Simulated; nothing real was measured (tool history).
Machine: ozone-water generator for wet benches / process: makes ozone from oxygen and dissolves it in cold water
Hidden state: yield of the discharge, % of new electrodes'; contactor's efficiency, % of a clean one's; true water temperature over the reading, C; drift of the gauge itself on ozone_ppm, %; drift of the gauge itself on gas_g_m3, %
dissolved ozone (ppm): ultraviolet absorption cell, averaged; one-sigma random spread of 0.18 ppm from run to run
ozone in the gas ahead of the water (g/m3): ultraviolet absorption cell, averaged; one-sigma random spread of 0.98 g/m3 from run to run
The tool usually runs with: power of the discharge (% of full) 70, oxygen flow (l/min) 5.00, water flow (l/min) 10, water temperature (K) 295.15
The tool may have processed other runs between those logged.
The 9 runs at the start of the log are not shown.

run	hour	power of the discharge (% of full)	oxygen flow (l/min)	water flow (l/min)	water temperature (K)	hours of work since the electrodes were changed	hours of work since the contactor was cleaned	hours of work since the thermometer was calibrated	dissolved ozone (ppm)	ozone in the gas ahead of the water (g/m3)
10	256.4	70	5.00	10	289.15	438	2190	3611	26.9	164.2
# hour 262.0: contactor cleaned
11	298.3	70	5.00	10	289.15	462	23	3635	26.6	164.4
12	320.1	70	3.50	10	289.15	476	37	3649	27.1	198.0
13	350.4	70	6.79	10	295.15	496	56	3669	22.7	142.1
14	367.5	70	6.79	10	295.15	507	67	3680	22.5	143.5
15	402.2	70	6.79	10	295.15	529	89	3702	22.6	143.3
16	437.3	70	6.79	10	295.15	551	112	3724	22.7	142.4
17	453.7	70	6.79	10	295.15	562	122	3735	22.1	143.6
18	490.6	70	6.79	10	295.15	585	146	3758	22.9	143.3
# hour 498.1: contactor cleaned, once more
19	517.9	84	8.60	10	295.15	600	13	3773	24.9	146.4
20	556.5	62	3.08	14	295.15	625	37	3798	17.7	191.2
21	575.5	70	3.18	10	295.15	637	49	3810	25.2	206.1
22	602.1	70	3.18	10	295.15	654	66	3827	25.1	205.9
23	624.6	66	5.31	7	295.15	668	81	3841	27.3	152.2
24	661.3	66	5.31	7	295.15	691	104	3864	27.2	151.6
25	681.2	66	5.31	7	292.15	704	117	3877	29.2	154.0
26	716.0	50	6.70	10	302.15	726	139	3899	15.0	110.9
27	748.1	63	5.00	10	292.15	747	159	3920	23.3	153.2
28	784.6	70	5.00	10	295.15	770	183	3943	24.1	164.5
29	816.9	59	5.00	15	295.15	791	203	3964	16.4	144.8
30	840.8	57	4.10	12	299.15	806	219	3979	17.3	155.4
31	874.7	57	3.31	16	294.15	828	240	4001	15.3	173.0
32	905.5	48	3.31	10	294.15	847	260	4020	19.1	151.7
33	926.3	70	2.88	7	302.15	860	273	4034	27.3	216.4

Below are 4 alternative next runs, each starting from the tool's condition after run 33. Predict each:
A	945.2	47	3.70	7	302.15	873	285	4046	?	?
B	945.2	70	5.61	7	300.15	873	285	4046	?	?
C	945.2	60	2.56	7	302.15	873	285	4046	?	?
D	945.2	70	2.88	13	302.15	873	285	4046	?	?

run	dissolved ozone (ppm)	ozone in the gas ahead of the water (g/m3)
A	19.1	139.5
B	24.8	157.7
C	24.1	202.4
D	18.5	214.1
Without the tool's unlogged condition, the same runs would have read:
run	dissolved ozone (ppm)	ozone in the gas ahead of the water (g/m3)
A	19.8	141.9
B	26.0	161.7
C	25.1	206.9
D	19.3	219.5
